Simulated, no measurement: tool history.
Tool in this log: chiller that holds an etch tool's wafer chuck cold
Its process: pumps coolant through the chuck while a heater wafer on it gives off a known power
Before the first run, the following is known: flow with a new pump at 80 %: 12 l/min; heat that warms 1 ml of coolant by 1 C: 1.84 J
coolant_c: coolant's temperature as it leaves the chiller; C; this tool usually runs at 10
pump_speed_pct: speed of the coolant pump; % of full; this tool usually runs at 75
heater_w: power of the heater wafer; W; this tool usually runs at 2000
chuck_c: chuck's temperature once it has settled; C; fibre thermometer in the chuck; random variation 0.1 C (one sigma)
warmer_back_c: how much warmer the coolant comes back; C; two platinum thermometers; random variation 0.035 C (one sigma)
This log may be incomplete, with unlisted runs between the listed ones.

run,hour,coolant_c,pump_speed_pct,heater_w,chuck_c,warmer_back_c
1,0.0,10,75,2000,32.0,5.91
2,29.7,10,75,2000,32.0,5.92
3,43.9,10,75,2000,32.0,5.91
4,76.2,10,75,2000,32.1,5.93
5,97.0,10,75,2000,32.1,5.92
6,127.1,10,75,2000,32.3,5.90
7,161.3,10,91,2000,28.8,4.78
8,191.7,10,91,2000,28.9,4.80
9,220.8,10,91,2000,29.0,4.76
10,240.9,10,91,2000,28.9,4.79
11,256.5,10,75,2000,32.4,5.95
12,278.6,10,75,2000,32.2,5.87
# hour 282.4: chiller's thermometer calibrated
13,294.3,10,75,2000,32.3,5.95
14,311.7,10,75,2000,32.3,5.86
15,333.2,10,75,2000,32.3,5.91
16,348.3,10,75,2185,34.4,6.52
17,363.2,6,63,2000,31.7,7.14
18,395.2,19,75,1676,37.8,5.03
19,411.2,19,75,1197,32.4,3.59
20,437.5,12,75,1066,24.0,3.16
21,467.4,12,82,1732,30.0,4.67
# hour 474.3: chiller's thermometer calibrated, once more
22,495.7,5,75,1115,17.2,3.30
23,512.3,5,71,1115,18.0,3.49
24,530.4,8,71,2000,31.2,6.32
25,551.7,8,72,1751,28.0,5.46
26,583.7,8,72,1751,28.1,5.44
27,607.7,5,74,1506,21.7,4.54
28,638.9,9,61,2000,35.4,7.50
29,661.0,20,100,2000,37.4,4.37
30,680.5,20,64,1977,45.1,6.99
31,706.7,13,74,1033,24.7,3.09
32,721.2,18,75,2000,40.4,5.97

Below, each run's measurement less what the same run would have read without the hidden state. Both values contain the same run-to-run variation, but the gauge's scatter may not be the same in both:
Unlogged tool condition in this case: heat passed by the chuck's channels, % of clean ones'; flow at a given pump speed, % of a new pump's; coolant's true temperature over the reading, C; drift of the gauge itself on chuck_c, C; drift of the gauge itself on warmer_back_c, C.
run,chuck_c,warmer_back_c
1,+0.6,+0.08
2,+0.6,+0.07
3,+0.6,+0.08
4,+0.6,+0.08
5,+0.6,+0.08
6,+0.7,+0.08
7,+0.6,+0.07
8,+0.6,+0.06
9,+0.6,+0.07
10,+0.6,+0.07
11,+0.8,+0.09
12,+0.7,+0.09
13,+0.7,+0.09
14,+0.8,+0.09
15,+0.8,+0.10
16,+0.8,+0.11
17,+0.9,+0.12
18,+0.7,+0.08
19,+0.5,+0.06
20,+0.5,+0.06
21,+0.7,+0.07
22,+0.4,+0.06
23,+0.4,+0.06
24,+0.7,+0.12
25,+0.6,+0.10
26,+0.6,+0.10
27,+0.5,+0.09
28,+0.8,+0.14
29,+0.6,+0.08
30,+0.8,+0.14
31,+0.4,+0.06
32,+0.8,+0.11
